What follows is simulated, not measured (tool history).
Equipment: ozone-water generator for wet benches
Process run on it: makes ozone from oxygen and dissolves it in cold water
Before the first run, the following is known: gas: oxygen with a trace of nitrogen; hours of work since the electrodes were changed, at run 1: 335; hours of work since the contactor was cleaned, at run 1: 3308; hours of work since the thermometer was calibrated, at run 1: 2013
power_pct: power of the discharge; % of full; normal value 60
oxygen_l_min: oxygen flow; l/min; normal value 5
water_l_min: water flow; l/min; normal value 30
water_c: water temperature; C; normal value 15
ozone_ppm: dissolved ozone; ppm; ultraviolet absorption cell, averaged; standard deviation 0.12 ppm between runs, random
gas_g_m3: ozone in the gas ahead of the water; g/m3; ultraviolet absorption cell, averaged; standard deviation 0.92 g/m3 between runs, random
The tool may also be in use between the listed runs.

| run | hour | power_pct | oxygen_l_min | water_l_min | water_c | hours of work since the electrodes were changed | hours of work since the contactor was cleaned | hours of work since the thermometer was calibrated | ozone_ppm | gas_g_m3 |
|---|---|---|---|---|---|---|---|---|---|---|
| 1 | 0 | 60 | 5 | 30 | 15 | 335 | 3308 | 2013 | 11.7 | 153.9 |
| 2 | 23.7 | 60 | 5 | 30 | 15 | 351 | 3324 | 2029 | 11.6 | 151.5 |
| 3 | 38.4 | 60 | 5 | 30 | 15 | 361 | 3334 | 2039 | 11.5 | 152.2 |
| 4 | 55.7 | 60 | 5 | 30 | 15 | 373 | 3346 | 2051 | 11.8 | 153.4 |
| 5 | 80.7 | 60 | 5 | 30 | 15 | 390 | 3364 | 2068 | 11.6 | 152.9 |
| 6 | 95.3 | 60 | 5 | 30 | 15 | 401 | 3374 | 2078 | 11.7 | 153.6 |
| 7 | 121.4 | 60 | 5 | 30 | 15 | 419 | 3392 | 2096 | 11.7 | 152.8 |
| 8 | 150 | 60 | 5 | 30 | 15 | 438 | 3411 | 2116 | 11.8 | 154.2 |
| 9 | 175.2 | 60 | 5 | 30 | 15 | 456 | 3429 | 2134 | 11.7 | 152.5 |
| 10 | 196.5 | 60 | 5 | 30 | 15 | 470 | 3443 | 2148 | 11.5 | 152.4 |
| 11 | 215.4 | 100 | 3.29 | 30 | 22 | 483 | 3457 | 2161 | 14.5 | 269.4 |
| 12 | 244.1 | 51 | 5 | 20 | 15 | 503 | 3476 | 2181 | 15.4 | 134.1 |

Estimate the outcome of run 13 from the log above:
| 13 | 260.4 | 51 | 5.23 | 20 | 15 | 514 | 3488 | 2192 | ? | ? |

Logged for run 13: ozone_ppm 15.4 ppm, gas_g_m3 130.8 g/m3.
Were there no unlogged condition in the tool, this run, its random variation unchanged, would have produced ozone_ppm 15.4 ppm, gas_g_m3 132.7 g/m3.

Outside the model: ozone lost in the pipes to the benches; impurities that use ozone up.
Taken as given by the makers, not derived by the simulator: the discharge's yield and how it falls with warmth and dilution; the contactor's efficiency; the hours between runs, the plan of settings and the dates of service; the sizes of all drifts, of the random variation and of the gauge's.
